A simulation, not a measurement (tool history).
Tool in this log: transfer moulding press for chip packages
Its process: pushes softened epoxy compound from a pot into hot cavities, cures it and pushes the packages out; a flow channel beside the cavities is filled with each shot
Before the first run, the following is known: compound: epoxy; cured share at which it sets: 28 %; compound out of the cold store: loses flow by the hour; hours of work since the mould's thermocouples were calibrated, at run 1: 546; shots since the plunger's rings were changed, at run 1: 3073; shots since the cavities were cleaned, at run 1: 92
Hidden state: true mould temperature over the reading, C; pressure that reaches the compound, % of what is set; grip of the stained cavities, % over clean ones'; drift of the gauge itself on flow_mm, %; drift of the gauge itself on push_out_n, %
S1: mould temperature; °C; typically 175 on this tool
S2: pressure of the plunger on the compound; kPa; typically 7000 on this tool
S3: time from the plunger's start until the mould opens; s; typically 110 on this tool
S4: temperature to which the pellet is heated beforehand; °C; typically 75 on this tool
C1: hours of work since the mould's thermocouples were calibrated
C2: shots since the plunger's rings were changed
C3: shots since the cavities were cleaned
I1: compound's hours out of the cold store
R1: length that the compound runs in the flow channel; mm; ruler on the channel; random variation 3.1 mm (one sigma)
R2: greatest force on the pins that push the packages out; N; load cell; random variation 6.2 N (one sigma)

Run 1, day 0: usual settings; C1 546; C2 3073; C3 92; I1 19.8. Result: R1 707 mm, R2 280 N.
Run 2, day 0.875: usual settings; C1 562; C2 3356; C3 375; I1 44.6. Result: R1 652 mm, R2 373 N.
At day 1.892: plunger's sealing rings changed.
At day 2.058: cavities cleaned with cleaning compound and waxed.
Run 3, day 2.133: usual settings but S3 127 s; C1 582; C2 59; C3 24; I1 13.9. Result: R1 736 mm, R2 469 N.
Run 4, day 2.796: usual settings but S2 6030 kPa, S3 127 s; C1 594; C2 274; C3 239; I1 43.2. Result: R1 619 mm, R2 483 N.
Run 5, day 3.621: usual settings but S3 104 s; C1 608; C2 541; C3 506; I1 39.9. Result: R1 676 mm, R2 529 N.
At day 4.367: cavities cleaned with cleaning compound and waxed.
Run 6, day 4.738: usual settings; C1 627; C2 884; C3 121; I1 39.2. Result: R1 673 mm, R2 304 N.
At day 5.125: cavities cleaned with cleaning compound and waxed, once more.
At day 5.533: mould's thermocouples calibrated.
Run 7, day 5.858: usual settings but S3 136 s; C1 6; C2 1200; C3 210; I1 35.9. Result: R1 686 mm, R2 311 N.
Run 8, day 6.688: usual settings but S2 6580 kPa, S3 136 s; C1 21; C2 1470; C3 480; I1 31.9. Result: R1 674 mm, R2 384 N.
Run 9, day 7.204: usual settings but S2 6580 kPa, S3 136 s; C1 30; C2 1638; C3 648; I1 44.6. Result: R1 649 mm, R2 412 N.
At day 7.492: cavities cleaned with cleaning compound and waxed.
Run 10, day 8.4: usual settings but S2 6580 kPa, S3 136 s; C1 50; C2 2006; C3 296; I1 40.3. Result: R1 646 mm, R2 340 N.
Run 11, day 9.358: usual settings; C1 67; C2 2317; C3 607; I1 39.6. Result: R1 670 mm, R2 440 N.
At day 9.758: cavities cleaned with cleaning compound and waxed.
Run 12, day 10: usual settings; C1 78; C2 2504; C3 78; I1 30.6. Result: R1 693 mm, R2 284 N.
Run 13, day 10.733: usual settings; C1 91; C2 2743; C3 317; I1 41.6. Result: R1 662 mm, R2 366 N.
Run 14, day 11.483: usual settings but S3 133 s; C1 104; C2 2986; C3 560; I1 9.3. Result: R1 735 mm, R2 396 N.
At day 12.038: cavities cleaned with cleaning compound and waxed.
Run 15, day 12.154: usual settings but S1 181 °C, S2 7460 kPa, S3 129 s, S4 67 °C; C1 115; C2 3183; C3 38; I1 35.8. Result: R1 676 mm, R2 237 N.
Run 16, day 12.796: usual settings but S1 169 °C, S3 129 s, S4 83 °C; C1 127; C2 3391; C3 246; I1 38.4. Result: R1 683 mm, R2 336 N.
At day 13.704: plunger's sealing rings changed.
Run 17, day 13.888: usual settings but S1 169 °C, S3 129 s, S4 83 °C; C1 144; C2 61; C3 568; I1 25.9. Result: R1 731 mm, R2 430 N.
At day 14.462: cavities cleaned with cleaning compound and waxed.
Run 18, day 15.092: usual settings but S1 169 °C, S3 129 s, S4 83 °C; C1 165; C2 431; C3 204; I1 29.8. Result: R1 730 mm, R2 352 N.
Run 19, day 15.596: usual settings but S1 169 °C, S3 129 s, S4 83 °C; C1 174; C2 595; C3 368; I1 9.5. Result: R1 768 mm, R2 393 N.
At day 16.696: cavities cleaned with cleaning compound and waxed.
Run 20, day 16.804: usual settings but S4 73 °C; C1 194; C2 967; C3 36; I1 33.2. Result: R1 691 mm, R2 260 N.
Run 21, day 17.471: usual settings but S3 95 s, S4 68 °C; C1 206; C2 1184; C3 253; I1 29.2. Result: R1 698 mm, R2 383 N.
Run 22, day 18.075: usual settings but S2 8720 kPa, S3 127 s, S4 68 °C; C1 217; C2 1380; C3 449; I1 31.2. Result: R1 774 mm, R2 385 N.
At day 18.967: cavities cleaned with cleaning compound and waxed.
Run 23, day 19.258: usual settings but S1 176 °C, S2 5220 kPa, S3 141 s, S4 76 °C; C1 237; C2 1744; C3 95; I1 12.2. Result: R1 633 mm, R2 262 N.
Run 24, day 19.954: usual settings but S1 179 °C, S2 7270 kPa, S3 105 s, S4 78 °C; C1 249; C2 1969; C3 320; I1 45.2. Result: R1 662 mm, R2 343 N.
Run 25, day 20.646: usual settings but S1 170 °C, S2 7270 kPa, S3 149 s, S4 81 °C; C1 262; C2 2195; C3 546; I1 26.1. Result: R1 735 mm, R2 409 N.
At day 21.246: cavities cleaned with cleaning compound and waxed.
Run 26, day 21.662: usual settings but S1 183 °C, S2 8750 kPa, S3 128 s, S4 76 °C; C1 279; C2 2505; C3 136; I1 42.2. Result: R1 718 mm, R2 278 N.
Run 27, day 22.133: usual settings but S2 6340 kPa, S4 73 °C; C1 287; C2 2656; C3 287; I1 47.2. Result: R1 620 mm, R2 349 N.
Run 28, day 23.108: usual settings but S1 173 °C, S2 8720 kPa, S3 105 s, S4 69 °C; C1 305; C2 2974; C3 605; I1 14.4. Result: R1 817 mm, R2 478 N.

Results for each run, recomputed without the tool's hidden state and with each run's random variation untouched:
run   R1   R2
  1  727  244
  2  672  237
  3  743  214
  4  625  217
  5  683  241
  6  683  247
  7  693  223
  8  681  222
  9  657  220
 10  656  221
 11  682  238
 12  707  240
 13  676  237
 14  752  219
 15  693  219
 16  702  237
 17  733  243
 18  733  257
 19  773  249
 20  697  244
 21  705  273
 22  783  231
 23  643  218
 24  672  218
 25  749  229
 26  733  219
 27  633  235
 28  837  271
